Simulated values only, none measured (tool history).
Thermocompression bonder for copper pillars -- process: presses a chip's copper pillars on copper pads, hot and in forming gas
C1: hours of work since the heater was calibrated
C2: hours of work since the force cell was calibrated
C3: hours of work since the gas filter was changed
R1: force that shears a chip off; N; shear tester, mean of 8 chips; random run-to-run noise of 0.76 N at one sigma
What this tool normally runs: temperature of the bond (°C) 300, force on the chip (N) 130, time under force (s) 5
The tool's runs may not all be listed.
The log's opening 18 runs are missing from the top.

{"run": 19, "hour": 535.5, "temperature of the bond (°C)": 300, "force on the chip (N)": 130, "time under force (s)": 5, "C1": 691, "C2": 57, "C3": 55, "R1": 49.5}
{"run": 20, "hour": 556.5, "temperature of the bond (°C)": 300, "force on the chip (N)": 130, "time under force (s)": 5, "C1": 706, "C2": 71, "C3": 69, "R1": 51.6}
{"run": 21, "hour": 579.3, "temperature of the bond (°C)": 300, "force on the chip (N)": 194, "time under force (s)": 11, "C1": 722, "C2": 87, "C3": 85, "R1": 75}
{"run": 22, "hour": 614.8, "temperature of the bond (°C)": 300, "force on the chip (N)": 172, "time under force (s)": 5, "C1": 746, "C2": 112, "C3": 109, "R1": 57.3}
{"hour": 645.0, "done": "forming gas filter changed"}
{"run": 23, "hour": 651.2, "temperature of the bond (°C)": 306, "force on the chip (N)": 130, "time under force (s)": 5, "C1": 771, "C2": 136, "C3": 4, "R1": 55.3}
{"run": 24, "hour": 675.2, "temperature of the bond (°C)": 306, "force on the chip (N)": 130, "time under force (s)": 5, "C1": 787, "C2": 153, "C3": 21, "R1": 54.7}
{"run": 25, "hour": 709.8, "temperature of the bond (°C)": 314, "force on the chip (N)": 180, "time under force (s)": 4, "C1": 811, "C2": 176, "C3": 44, "R1": 66.4}
{"run": 26, "hour": 731.7, "temperature of the bond (°C)": 300, "force on the chip (N)": 130, "time under force (s)": 6, "C1": 826, "C2": 192, "C3": 60, "R1": 52.9}
{"run": 27, "hour": 752.7, "temperature of the bond (°C)": 276, "force on the chip (N)": 111, "time under force (s)": 4, "C1": 840, "C2": 206, "C3": 74, "R1": 28.3}
{"run": 28, "hour": 775.9, "temperature of the bond (°C)": 276, "force on the chip (N)": 111, "time under force (s)": 3, "C1": 856, "C2": 222, "C3": 90, "R1": 25.1}
{"run": 29, "hour": 802.2, "temperature of the bond (°C)": 317, "force on the chip (N)": 111, "time under force (s)": 4, "C1": 874, "C2": 240, "C3": 108, "R1": 50.5}
{"hour": 834.3, "done": "forming gas filter changed"}
{"run": 30, "hour": 839.8, "temperature of the bond (°C)": 272, "force on the chip (N)": 130, "time under force (s)": 4, "C1": 900, "C2": 265, "C3": 4, "R1": 31.2}
{"run": 31, "hour": 876.0, "temperature of the bond (°C)": 272, "force on the chip (N)": 130, "time under force (s)": 4, "C1": 925, "C2": 290, "C3": 29, "R1": 30.6}
{"run": 32, "hour": 908.0, "temperature of the bond (°C)": 322, "force on the chip (N)": 116, "time under force (s)": 11, "C1": 947, "C2": 312, "C3": 51, "R1": 70.1}
{"run": 33, "hour": 936.6, "temperature of the bond (°C)": 298, "force on the chip (N)": 88, "time under force (s)": 10, "C1": 966, "C2": 332, "C3": 70, "R1": 46.1}
{"run": 34, "hour": 965.2, "temperature of the bond (°C)": 298, "force on the chip (N)": 88, "time under force (s)": 4, "C1": 986, "C2": 352, "C3": 90, "R1": 33.5}
{"run": 35, "hour": 982.8, "temperature of the bond (°C)": 288, "force on the chip (N)": 163, "time under force (s)": 4, "C1": 998, "C2": 364, "C3": 102, "R1": 46.4}
{"run": 36, "hour": 1007.4, "temperature of the bond (°C)": 288, "force on the chip (N)": 163, "time under force (s)": 4, "C1": 1015, "C2": 381, "C3": 119, "R1": 44.2}
{"hour": 1025.5, "done": "forming gas filter changed"}
{"run": 37, "hour": 1029.5, "temperature of the bond (°C)": 293, "force on the chip (N)": 79, "time under force (s)": 5, "C1": 1030, "C2": 395, "C3": 3, "R1": 32.2}
{"hour": 1045.3, "done": "heater calibrated with a thermocouple chip"}
{"run": 38, "hour": 1065.1, "temperature of the bond (°C)": 293, "force on the chip (N)": 79, "time under force (s)": 5, "C1": 14, "C2": 419, "C3": 26, "R1": 37.3}
{"run": 39, "hour": 1102.2, "temperature of the bond (°C)": 293, "force on the chip (N)": 79, "time under force (s)": 5, "C1": 39, "C2": 444, "C3": 51, "R1": 37.1}

Predict each of these 3 candidate next runs independently; none follows another, all start after run 39:
{"run": "A", "hour": 1138.4, "temperature of the bond (°C)": 300, "force on the chip (N)": 89, "time under force (s)": 5, "C1": 64, "C2": 469, "C3": 76, "R1": "?"}
{"run": "B", "hour": 1138.4, "temperature of the bond (°C)": 277, "force on the chip (N)": 130, "time under force (s)": 3, "C1": 64, "C2": 469, "C3": 76, "R1": "?"}
{"run": "C", "hour": 1138.4, "temperature of the bond (°C)": 293, "force on the chip (N)": 79, "time under force (s)": 14, "C1": 64, "C2": 469, "C3": 76, "R1": "?"}

run=A R1=44.5
run=B R1=35.1
run=C R1=51.9
Without the tool's unlogged condition, the same runs would have read:
run=A R1=45.1
run=B R1=35.5
run=C R1=52.8
